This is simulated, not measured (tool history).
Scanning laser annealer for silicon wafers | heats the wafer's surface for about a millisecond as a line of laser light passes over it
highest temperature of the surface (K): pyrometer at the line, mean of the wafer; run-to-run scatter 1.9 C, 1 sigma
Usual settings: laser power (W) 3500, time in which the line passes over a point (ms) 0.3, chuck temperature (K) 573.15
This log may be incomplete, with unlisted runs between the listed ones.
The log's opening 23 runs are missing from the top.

run,hour,laser power (W),time in which the line passes over a point (ms),chuck temperature (K),highest temperature of the surface (K)
24,331.8,3019,0.242,565.15,1155.15
25,345.5,3019,0.242,565.15,1157.15
26,362.5,3019,0.242,565.15,1155.15
27,380,3019,0.329,565.15,1256.15
28,396.6,3500,0.316,573.15,1388.15
29,406.6,3500,0.3,605.15,1401.15
30,422.2,3500,0.3,605.15,1400.15
31,435,3393,0.345,590.15,1410.15
32,453.3,3102,0.345,563.15,1291.15
33,471,3102,0.345,563.15,1289.15
34,479.5,3112,0.286,604.15,1264.15
35,488,3664,0.261,572.15,1354.15
36,501,3664,0.316,536.15,1400.15
37,515.5,3664,0.316,536.15,1399.15
38,531.1,3664,0.316,536.15,1398.15
39,542,3781,0.212,554.15,1285.15
40,552.1,3781,0.212,554.15,1286.15

Each row is a separate what-if for the run after 40, all from the same tool condition, not one after another. Results?
# hour 566.3: optics aligned, line set to its width
A,571.5,3500,0.3,584.15,?
# hour 566.3: optics aligned, line set to its width
B,571.5,3500,0.3,548.15,?
# hour 566.3: optics aligned, line set to its width
C,571.5,3230,0.275,573.15,?
# hour 566.3: optics aligned, line set to its width
D,571.5,3237,0.3,573.15,?
# hour 566.3: optics aligned, line set to its width
E,571.5,3558,0.289,580.15,?

run,highest temperature of the surface (K)
A,1379.15
B,1341.15
C,1259.15
D,1291.15
E,1376.15
Stripped of hidden state, with their random variation kept, the same runs would have yielded:
run,highest temperature of the surface (K)
A,1394.15
B,1356.15
C,1272.15
D,1305.15
E,1391.15
